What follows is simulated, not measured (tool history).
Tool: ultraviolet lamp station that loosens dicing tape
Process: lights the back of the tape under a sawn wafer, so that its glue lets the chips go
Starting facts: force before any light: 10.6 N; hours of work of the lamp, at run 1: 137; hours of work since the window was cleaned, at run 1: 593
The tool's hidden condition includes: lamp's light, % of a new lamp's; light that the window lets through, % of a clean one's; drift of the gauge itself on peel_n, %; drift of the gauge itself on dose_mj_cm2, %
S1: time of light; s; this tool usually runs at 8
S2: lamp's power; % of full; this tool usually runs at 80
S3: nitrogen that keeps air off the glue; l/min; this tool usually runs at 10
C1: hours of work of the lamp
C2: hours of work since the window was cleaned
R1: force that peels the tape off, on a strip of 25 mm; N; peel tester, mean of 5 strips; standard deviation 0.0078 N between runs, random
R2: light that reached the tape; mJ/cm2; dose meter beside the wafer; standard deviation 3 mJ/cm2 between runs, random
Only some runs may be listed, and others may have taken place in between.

Run 1, hour 0: usual settings; C1 137; C2 593. Result: R1 0.426 N, R2 351 mJ/cm2.
Run 2, hour 34: usual settings; C1 164; C2 620. Result: R1 0.415 N, R2 344 mJ/cm2.
Run 3, hour 49.9: usual settings; C1 176; C2 633. Result: R1 0.431 N, R2 343 mJ/cm2.
Run 4, hour 78.7: usual settings but S2 87 % of full; C1 199; C2 655. Result: R1 0.4 N, R2 364 mJ/cm2.
At hour 105.6: window cleaned of glue's vapour.
Run 5, hour 117.7: usual settings; C1 230; C2 10. Result: R1 0.328 N, R2 399 mJ/cm2.
Run 6, hour 151.6: usual settings; C1 257; C2 36. Result: R1 0.336 N, R2 389 mJ/cm2.
Run 7, hour 186.5: usual settings; C1 284; C2 64. Result: R1 0.339 N, R2 382 mJ/cm2.
Run 8, hour 217: usual settings; C1 308; C2 88. Result: R1 0.376 N, R2 376 mJ/cm2.
Run 9, hour 238.6: usual settings but S1 6 s; C1 326; C2 105. Result: R1 0.662 N, R2 283 mJ/cm2.
Run 10, hour 266.4: usual settings but S1 7 s; C1 348; C2 128. Result: R1 0.494 N, R2 328 mJ/cm2.
Run 11, hour 282.5: usual settings; C1 360; C2 140. Result: R1 0.381 N, R2 366 mJ/cm2.
Run 12, hour 315.8: usual settings; C1 387; C2 167. Result: R1 0.411 N, R2 359 mJ/cm2.
Run 13, hour 343.3: usual settings; C1 409; C2 189. Result: R1 0.411 N, R2 358 mJ/cm2.
Run 14, hour 369.3: usual settings; C1 429; C2 209. Result: R1 0.413 N, R2 355 mJ/cm2.
Run 15, hour 394.1: usual settings but S1 4 s, S2 66 % of full, S3 13 l/min; C1 449; C2 229. Result: R1 1.993 N, R2 146 mJ/cm2.
Run 16, hour 431.1: usual settings but S1 4 s, S2 66 % of full, S3 13 l/min; C1 478; C2 258. Result: R1 2.163 N, R2 139 mJ/cm2.
Run 17, hour 463.3: usual settings but S1 4 s, S2 66 % of full, S3 13 l/min; C1 504; C2 284. Result: R1 2.082 N, R2 139 mJ/cm2.
Run 18, hour 479.1: usual settings but S1 4 s, S2 82 % of full, S3 13 l/min; C1 516; C2 296. Result: R1 1.484 N, R2 172 mJ/cm2.
Run 19, hour 503.5: usual settings but S1 9 s, S2 96 % of full, S3 11 l/min; C1 536; C2 316. Result: R1 0.282 N, R2 449 mJ/cm2.
Run 20, hour 533.4: usual settings but S1 9 s, S2 75 % of full, S3 6 l/min; C1 559; C2 339. Result: R1 0.644 N, R2 340 mJ/cm2.
Run 21, hour 561.2: usual settings but S1 9 s, S3 8 l/min; C1 582; C2 361. Result: R1 0.448 N, R2 364 mJ/cm2.
Run 22, hour 596.5: usual settings but S1 11 s, S2 77 % of full, S3 8 l/min; C1 610; C2 389. Result: R1 0.349 N, R2 415 mJ/cm2.
Run 23, hour 622: usual settings but S1 11 s, S2 68 % of full, S3 5 l/min; C1 630; C2 410. Result: R1 0.665 N, R2 362 mJ/cm2.
Run 24, hour 650.5: usual settings but S2 75 % of full; C1 652; C2 432. Result: R1 0.607 N, R2 290 mJ/cm2.

The same runs without the tool's hidden state, with the same run-to-run variation:
run     R1   R2
  1  0.301  439
  2  0.278  438
  3  0.287  440
  4   0.28  474
  5  0.286  440
  6  0.286  436
  7   0.28  435
  8  0.305  435
  9  0.482  330
 10  0.363  388
 11  0.292  436
 12  0.309  435
 13  0.299  441
 14  0.297  441
 15  1.344  183
 16  1.414  179
 17   1.33  182
 18  0.874  225
 19  0.233  598
 20  0.363  460
 21  0.273  497
 22  0.242  579
 23  0.345  513
 24  0.312  414
